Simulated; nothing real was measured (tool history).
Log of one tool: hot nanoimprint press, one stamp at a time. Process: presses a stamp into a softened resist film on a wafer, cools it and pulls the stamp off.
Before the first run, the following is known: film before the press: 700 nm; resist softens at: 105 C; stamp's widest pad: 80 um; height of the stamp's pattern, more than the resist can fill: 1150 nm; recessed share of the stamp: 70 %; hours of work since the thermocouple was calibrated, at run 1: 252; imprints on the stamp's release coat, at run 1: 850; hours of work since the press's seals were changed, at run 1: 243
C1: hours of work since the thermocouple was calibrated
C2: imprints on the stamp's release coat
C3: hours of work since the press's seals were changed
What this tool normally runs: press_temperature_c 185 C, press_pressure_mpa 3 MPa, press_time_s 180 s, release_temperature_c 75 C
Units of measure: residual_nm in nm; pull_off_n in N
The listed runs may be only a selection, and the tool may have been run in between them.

Run 1, hour 0: usual settings; C1 252; C2 850; C3 243. Result: residual_nm 298.7 nm, pull_off_n 193 N.
Run 2, hour 6.9: usual settings; C1 255; C2 865; C3 246. Result: residual_nm 299.7 nm, pull_off_n 192 N.
Run 3, hour 21.4: usual settings; C1 261; C2 897; C3 252. Result: residual_nm 297.7 nm, pull_off_n 187 N.
Run 4, hour 32.6: usual settings; C1 266; C2 921; C3 257. Result: residual_nm 297.4 nm, pull_off_n 197 N.
Run 5, hour 42.5: usual settings but release_temperature_c 71 C; C1 270; C2 943; C3 261. Result: residual_nm 297.7 nm, pull_off_n 209 N.
Run 6, hour 53.8: usual settings but press_temperature_c 174 C; C1 275; C2 968; C3 265. Result: residual_nm 406 nm, pull_off_n 185 N.
Run 7, hour 68.7: usual settings but press_temperature_c 174 C; C1 281; C2 1001; C3 271. Result: residual_nm 401.5 nm, pull_off_n 188 N.
Run 8, hour 82.7: usual settings but press_temperature_c 174 C; C1 287; C2 1032; C3 277. Result: residual_nm 402.4 nm, pull_off_n 187 N.
Run 9, hour 92.4: usual settings but press_temperature_c 174 C; C1 291; C2 1053; C3 281. Result: residual_nm 400.6 nm, pull_off_n 188 N.
Run 10, hour 103.3: usual settings but press_temperature_c 174 C; C1 295; C2 1077; C3 286. Result: residual_nm 401.8 nm, pull_off_n 186 N.
Run 11, hour 113.6: usual settings but press_temperature_c 188 C; C1 299; C2 1100; C3 290. Result: residual_nm 273.9 nm, pull_off_n 188 N.
Run 12, hour 127: usual settings but release_temperature_c 76 C; C1 305; C2 1130; C3 296. Result: residual_nm 294.9 nm, pull_off_n 186 N.
Run 13, hour 136.8: usual settings but press_temperature_c 196 C, press_pressure_mpa 3.7 MPa, press_time_s 101 s, release_temperature_c 76 C; C1 309; C2 1151; C3 300. Result: residual_nm 251.9 nm, pull_off_n 187 N.
Run 14, hour 147.7: usual settings but press_temperature_c 189 C, press_pressure_mpa 4.75 MPa, press_time_s 101 s, release_temperature_c 76 C; C1 314; C2 1175; C3 304. Result: residual_nm 268.2 nm, pull_off_n 179 N.
Run 15, hour 157.9: usual settings but press_temperature_c 191 C, press_pressure_mpa 3.51 MPa, press_time_s 278 s, release_temperature_c 81 C; C1 318; C2 1198; C3 308. Result: residual_nm 193.4 nm, pull_off_n 161 N.
Run 16, hour 169.3: usual settings but press_temperature_c 183 C, press_pressure_mpa 3.51 MPa, press_time_s 278 s, release_temperature_c 81 C; C1 322; C2 1223; C3 313. Result: residual_nm 245.5 nm, pull_off_n 163 N.
Run 17, hour 183.4: usual settings but press_temperature_c 173 C, release_temperature_c 73 C; C1 328; C2 1254; C3 319. Result: residual_nm 410.6 nm, pull_off_n 200 N.
Run 18, hour 193.1: usual settings but press_temperature_c 195 C, press_pressure_mpa 2.07 MPa, press_time_s 96 s, release_temperature_c 73 C; C1 332; C2 1275; C3 323. Result: residual_nm 342.6 nm, pull_off_n 192 N.
Run 19, hour 205.1: usual settings but press_time_s 305 s; C1 337; C2 1302; C3 328. Result: residual_nm 238.7 nm, pull_off_n 191 N.
Run 20, hour 217.9: usual settings but press_temperature_c 180 C, press_pressure_mpa 2.12 MPa, press_time_s 114 s, release_temperature_c 69 C; C1 343; C2 1330; C3 333. Result: residual_nm 449 nm, pull_off_n 215 N.

Here are 5 independent what-if runs from the current tool condition. What would each one return?
Run A, hour 226.5: usual settings but press_pressure_mpa 1.95 MPa, press_time_s 319 s; C1 346; C2 1349; C3 337. Result: residual_nm ?, pull_off_n ?.
Run B, hour 226.5: usual settings but press_temperature_c 180 C, press_pressure_mpa 3.68 MPa, press_time_s 153 s, release_temperature_c 69 C; C1 346; C2 1349; C3 337. Result: residual_nm ?, pull_off_n ?.
Run C, hour 226.5: usual settings but press_temperature_c 180 C, press_pressure_mpa 2.12 MPa, press_time_s 162 s, release_temperature_c 69 C; C1 346; C2 1349; C3 337. Result: residual_nm ?, pull_off_n ?.
Run D, hour 226.5: usual settings but press_temperature_c 180 C, press_pressure_mpa 2.12 MPa, press_time_s 114 s, release_temperature_c 71 C; C1 346; C2 1349; C3 337. Result: residual_nm ?, pull_off_n ?.
Run E, hour 226.5: usual settings but press_time_s 298 s; C1 346; C2 1349; C3 337. Result: residual_nm ?, pull_off_n ?.

run  residual_nm  pull_off_n
  A        288.3         189
  B        331.1         215
  C        405.3         206
  D        447.4         218
  E        239.8         192
With the hidden condition removed and each run's random variation left untouched, the same runs would have given:
run  residual_nm  pull_off_n
  A        291.1         187
  B        334.2         213
  C        409.2         204
  D        451.7         216
  E        242.1         190

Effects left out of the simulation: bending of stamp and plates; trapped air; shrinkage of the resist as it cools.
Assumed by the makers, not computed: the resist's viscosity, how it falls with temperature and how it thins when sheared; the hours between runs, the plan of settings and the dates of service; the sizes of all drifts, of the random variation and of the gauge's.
